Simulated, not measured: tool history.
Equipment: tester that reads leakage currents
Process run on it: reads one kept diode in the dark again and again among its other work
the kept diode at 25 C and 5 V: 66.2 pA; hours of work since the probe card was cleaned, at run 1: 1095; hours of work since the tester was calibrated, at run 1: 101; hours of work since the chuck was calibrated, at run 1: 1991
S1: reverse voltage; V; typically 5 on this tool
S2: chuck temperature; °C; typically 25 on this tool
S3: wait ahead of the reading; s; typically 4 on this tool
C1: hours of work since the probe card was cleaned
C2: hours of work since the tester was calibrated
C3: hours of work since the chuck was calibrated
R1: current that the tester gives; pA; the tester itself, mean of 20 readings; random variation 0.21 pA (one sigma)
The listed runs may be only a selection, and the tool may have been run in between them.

run	hour	S1	S2	S3	C1	C2	C3	R1
1	0	5	25	4	1095	101	1991	84.05
2	88.4	5	25	4	1159	164	2054	84.6
3	141.1	5	25	4	1197	202	2092	84.34
4	239.5	5	25	4	1267	273	2163	86.09
5	332.8	5	25	4	1334	340	2230	86.76
6	389.6	5	25	3.55	1375	380	2270	86.55
7	485.4	5	25	3.55	1444	449	2339	87.01
8	574.2	5	25	4	1508	513	2403	88.54
# hour 650.6: chuck's temperature calibrated
9	672.6	5	25	1.73	1577	582	16	75.5
10	774.1	5	25	1.73	1650	655	89	75.79
# hour 805: probe card cleaned and baked
11	879.9	5	25	1.73	54	729	162	67.54
12	967.5	5	25	1.73	117	792	225	67.95
13	1020.7	5	25	1.73	155	830	264	68.74
14	1107.2	1.13	25	4	217	892	326	35.23
15	1197.6	1.13	25	4	282	957	391	35.87
16	1270.4	1.13	25	4	334	1009	443	35.69
17	1367.3	1.13	22	4	404	1079	512	27.61
18	1436.3	2	25	4	453	1128	562	47.04
19	1507.9	2	25	4	505	1180	613	47.23
20	1606.5	2	25	4	575	1250	684	47.61
21	1672.1	4	25	4	622	1297	731	66.13
22	1740.5	5	24	2.94	672	1347	780	67.63
23	1822.2	15.84	21	7.41	730	1405	839	93.48
24	1884.7	5	25	0.69	775	1450	884	75.38
25	1987.7	11.35	22	9.62	849	1524	958	87.95
26	2091.4	1.38	51	0.43	923	1598	1032	354.83
27	2148.4	5	34	4	964	1639	1073	163.77
28	2241.5	1.68	34	7.98	1031	1706	1140	100.19
29	2300.9	3.73	21	7.98	1074	1749	1182	48.17
30	2356.7	3.73	21	7.98	1114	1789	1223	48.83
31	2399.8	3.73	21	7.98	1145	1820	1254	48.79
32	2483.8	5	25	3	1205	1880	1314	79.47
33	2585.8	5	25	3	1278	1953	1387	80.04
34	2653.9	5	25	0.34	1327	2002	1436	81.76
35	2743.7	5	25	0.34	1392	2067	1500	82.87
36	2786.4	15.12	25	0.6	1422	2097	1531	145.49
37	2885.9	15.12	25	0.6	1494	2169	1603	147.57
38	2988.7	5	21	3.25	1568	2243	1676	60.42
39	3032.1	5	21	3.25	1599	2274	1707	60.56

Describe how what the log doesn't record of the tool's condition differs between the last listed run preceding each entry between runs and the first listed run following it.
Between runs 8 and 9: chuck's temperature calibrated (hour 650.6)
  stray current of the dirty probe card, pA a volt: 1.691 -> 1.768; current scale over the true one, %: 0.33 -> 0.37; true chuck temperature over the reading, C: 2.03 -> -0.05
  what was measured, less what the result would be without the hidden state, R1: +22.02 -> +8.75 pA
Between runs 10 and 11: probe card cleaned and baked (hour 805)
  stray current of the dirty probe card, pA a volt: 1.846 -> 0.083; current scale over the true one, %: 0.41 -> 0.45; true chuck temperature over the reading, C: 0.01 -> 0.06
  what was measured, less what the result would be without the hidden state, R1: +9.46 -> +0.98 pA
